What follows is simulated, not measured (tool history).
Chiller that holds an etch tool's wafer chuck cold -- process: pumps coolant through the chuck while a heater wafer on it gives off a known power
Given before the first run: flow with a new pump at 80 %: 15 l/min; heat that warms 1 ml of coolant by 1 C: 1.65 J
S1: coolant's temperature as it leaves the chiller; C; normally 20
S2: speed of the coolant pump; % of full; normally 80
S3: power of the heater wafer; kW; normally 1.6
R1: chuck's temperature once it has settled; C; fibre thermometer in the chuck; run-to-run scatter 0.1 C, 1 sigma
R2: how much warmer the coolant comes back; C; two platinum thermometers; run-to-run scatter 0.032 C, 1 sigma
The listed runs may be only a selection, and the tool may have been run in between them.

run	hour	S1	S2	S3	R1	R2
1	0	20	80	1.6	33.2	3.92
2	28.9	20	80	1.6	33.4	3.96
3	43.8	20	80	1.6	33.3	3.96
4	66.9	20	80	1.6	33.3	3.96
5	89	20	80	1.6	33	3.9
6	119.3	20	80	1.6	33.4	3.95
7	134.2	20	80	1.6	33.3	3.97
8	146.4	20	80	1.6	33.3	3.89
9	170.7	20	81	1.6	33	3.9
10	183.6	20	81	1.6	33.2	3.92
11	211.9	20	80	1.6	33.4	3.99
12	240.5	20	80	1.6	33.3	3.97
13	260.9	20	80	1.6	33.3	3.95
14	282.7	20	80	1.6	33.6	3.91
15	310.5	20	80	1.6	33.3	4.02
16	331.9	20	80	1.6	33.2	3.98
17	356.3	18	90	1.802	32	3.97
18	373.5	20	80	0.943	27.8	2.36
19	390	12	80	1.625	25.7	4.07
20	405.6	20	79	1.387	31.6	3.48
21	431.6	20	79	1.387	31.8	3.45
22	446.6	10	76	0.92	17.9	2.44
23	469.6	10	76	0.92	18	2.44
24	491.5	24	70	1.013	33.3	2.95
25	520.8	17	80	1.623	30.5	3.94
26	538.4	20	78	1.475	32.4	3.76
27	551.5	20	78	1.475	32.5	3.71
28	574.8	20	68	1.169	30.8	3.39
29	590.1	20	68	1.169	30.6	3.43
30	608	24	76	1.838	39.7	4.81
31	635.6	24	76	1.838	39.9	4.75
32	665	24	76	1.838	39.7	4.69

Between the runs listed above, the log contained 2 entries, not reproduced here. Where in the sequence does each belong, and how does what the log doesn't record of the tool's condition differ from the listed run before to the listed run after?
In the gap between runs 22 and 23: coolant pump overhauled (hour 453.8)
  heat passed by the chuck's channels, % of clean ones': 85.7 -> 85.6; flow at a given pump speed, % of a new pump's: 98 -> 96.5
  measured result minus the result with no hidden state, R1: +0.9 -> +1 C; R2: +0.05 -> +0.08 C
In the gap between runs 24 and 25: coolant pump overhauled, once more (hour 500.3)
  heat passed by the chuck's channels, % of clean ones': 85.5 -> 85.4; flow at a given pump speed, % of a new pump's: 96.5 -> 99.5
  measured result minus the result with no hidden state, R1: +1.1 -> +1.5 C; R2: +0.1 -> +0.02 C
